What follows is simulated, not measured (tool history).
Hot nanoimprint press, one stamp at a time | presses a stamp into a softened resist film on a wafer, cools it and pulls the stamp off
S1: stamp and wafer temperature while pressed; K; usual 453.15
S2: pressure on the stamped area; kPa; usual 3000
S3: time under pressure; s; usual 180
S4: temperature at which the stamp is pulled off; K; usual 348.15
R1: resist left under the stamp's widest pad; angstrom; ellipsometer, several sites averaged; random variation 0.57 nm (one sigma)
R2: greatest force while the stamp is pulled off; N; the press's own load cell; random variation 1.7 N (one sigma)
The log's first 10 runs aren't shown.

run 11 day=9.225 | S1=445.15 S2=2380 S3=180 S4=348.15 | R1=3177 R2=100
run 12 day=10.125 | S1=445.15 S2=2380 S3=180 S4=348.15 | R1=3184 R2=103
run 13 day=10.842 | S1=445.15 S2=2380 S3=180 S4=348.15 | R1=3192 R2=102
run 14 day=11.975 | S1=445.15 S2=2380 S3=180 S4=348.15 | R1=3184 R2=102
run 15 day=12.571 | S1=445.15 S2=2380 S3=180 S4=348.15 | R1=3196 R2=98
run 16 day=13.296 | S1=445.15 S2=2380 S3=180 S4=348.15 | R1=3203 R2=100
run 17 day=13.904 | S1=445.15 S2=2380 S3=180 S4=348.15 | R1=3200 R2=100
-- day=14.508 gauge calibrated
run 18 day=14.638 | S1=452.15 S2=2260 S3=245 S4=342.15 | R1=2470 R2=112
-- day=15.400 stamp cleaned and given a new release coat
run 19 day=15.596 | S1=452.15 S2=2260 S3=245 S4=342.15 | R1=2463 R2=107
run 20 day=16.296 | S1=452.15 S2=2260 S3=245 S4=342.15 | R1=2468 R2=110
run 21 day=17.225 | S1=453.15 S2=3000 S3=108 S4=348.15 | R1=2763 R2=103
run 22 day=17.812 | S1=442.15 S2=3000 S3=180 S4=345.15 | R1=3205 R2=104
run 23 day=18.771 | S1=444.15 S2=3000 S3=231 S4=345.15 | R1=2921 R2=107
run 24 day=19.771 | S1=452.15 S2=2660 S3=104 S4=351.15 | R1=2963 R2=95
run 25 day=20.571 | S1=457.15 S2=1980 S3=257 S4=338.15 | R1=2175 R2=121
run 26 day=21.242 | S1=448.15 S2=1980 S3=257 S4=340.15 | R1=2863 R2=116
-- day=22.417 stamp cleaned and given a new release coat
run 27 day=22.417 | S1=450.15 S2=1980 S3=282 S4=353.15 | R1=2637 R2=90
run 28 day=23.208 | S1=450.15 S2=1980 S3=282 S4=353.15 | R1=2652 R2=92
run 29 day=23.783 | S1=450.15 S2=1980 S3=282 S4=353.15 | R1=2647 R2=90
run 30 day=24.733 | S1=450.15 S2=1980 S3=282 S4=353.15 | R1=2646 R2=89
run 31 day=25.704 | S1=450.15 S2=2030 S3=97 S4=353.15 | R1=3328 R2=91

Forecast each of these 3 alternatives for the next run:
run A day=26.712 | S1=458.15 S2=4490 S3=180 S4=340.15 | R1=? R2=?
run B day=26.712 | S1=453.15 S2=3000 S3=124 S4=348.15 | R1=? R2=?
run C day=26.712 | S1=457.15 S2=3800 S3=353 S4=353.15 | R1=? R2=?

run=A R1=1736 R2=118
run=B R1=2687 R2=101
run=C R1=1473 R2=92
Without the tool's hidden state the same runs would have given:
run=A R1=1714 R2=117
run=B R1=2654 R2=101
run=C R1=1454 R2=92

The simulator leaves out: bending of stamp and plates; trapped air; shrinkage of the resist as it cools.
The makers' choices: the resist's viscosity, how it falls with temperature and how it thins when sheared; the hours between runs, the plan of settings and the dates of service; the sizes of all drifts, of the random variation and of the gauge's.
